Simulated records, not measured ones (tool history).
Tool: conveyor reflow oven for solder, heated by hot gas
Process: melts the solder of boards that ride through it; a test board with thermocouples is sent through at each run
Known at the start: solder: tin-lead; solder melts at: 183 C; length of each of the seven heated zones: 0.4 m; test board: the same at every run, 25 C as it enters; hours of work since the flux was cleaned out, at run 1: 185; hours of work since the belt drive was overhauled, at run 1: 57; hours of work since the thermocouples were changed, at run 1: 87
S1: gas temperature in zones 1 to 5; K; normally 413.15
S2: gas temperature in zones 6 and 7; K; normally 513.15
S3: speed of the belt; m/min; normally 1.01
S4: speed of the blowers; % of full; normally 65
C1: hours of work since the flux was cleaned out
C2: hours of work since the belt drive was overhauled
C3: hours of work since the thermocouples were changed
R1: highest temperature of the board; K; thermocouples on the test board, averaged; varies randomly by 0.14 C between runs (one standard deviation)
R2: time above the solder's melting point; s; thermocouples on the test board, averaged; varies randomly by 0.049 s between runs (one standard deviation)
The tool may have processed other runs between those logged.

run  hour      S1      S2    S3  S4   C1   C2   C3      R1     R2
  1   0.0  413.15  513.15  1.01  65  185   57   87  496.35  38.67
  2   8.8  413.15  504.15  1.01  65  190   62   92  488.55  35.12
  3  15.7  413.15  513.15  1.20  65  194   66   96  490.15  29.62
     25.3  -- flux residue cleaned out of gas plates and filters
  4  27.9  413.15  513.15  1.20  65    1   70  100  492.05  30.70
  5  34.9  424.15  513.15  1.01  65    6   74  104  499.45  42.71
  6  41.5  413.15  508.15  1.01  65    9   78  108  493.15  37.62
  7  45.8  413.15  513.15  1.01  65   12   80  110  497.85  39.43
  8  52.0  413.15  513.15  1.01  65   15   84  114  497.75  39.36
  9  59.9  408.15  513.15  1.01  65   20   88  118  497.05  38.06
 10  66.4  408.15  513.15  1.01  65   24   92  122  496.85  38.06
 11  71.5  413.15  513.15  1.01  68   27   95  125  498.05  39.59
 12  76.7  413.15  513.15  1.01  68   30   98  128  498.15  39.50
 13  81.3  413.15  513.15  1.01  68   32  101  131  497.95  39.60
 14  87.4  413.15  513.15  1.01  68   36  104  134  498.15  39.45
 15  96.7  403.15  513.15  1.01  68   41  109  140  496.15  36.88

Run 16, settings as shown, results not yet in. Your forecast:
 16  103.5  409.15  508.15  0.83  65  45  113  144   ?   ?

{"run 16": {"R1": 497.65, "R2": 47.76}}
Take away the tool's hidden state, keep the run-to-run variation as it was, and the same run would have given R1 498.55 K, R2 48.17 s.
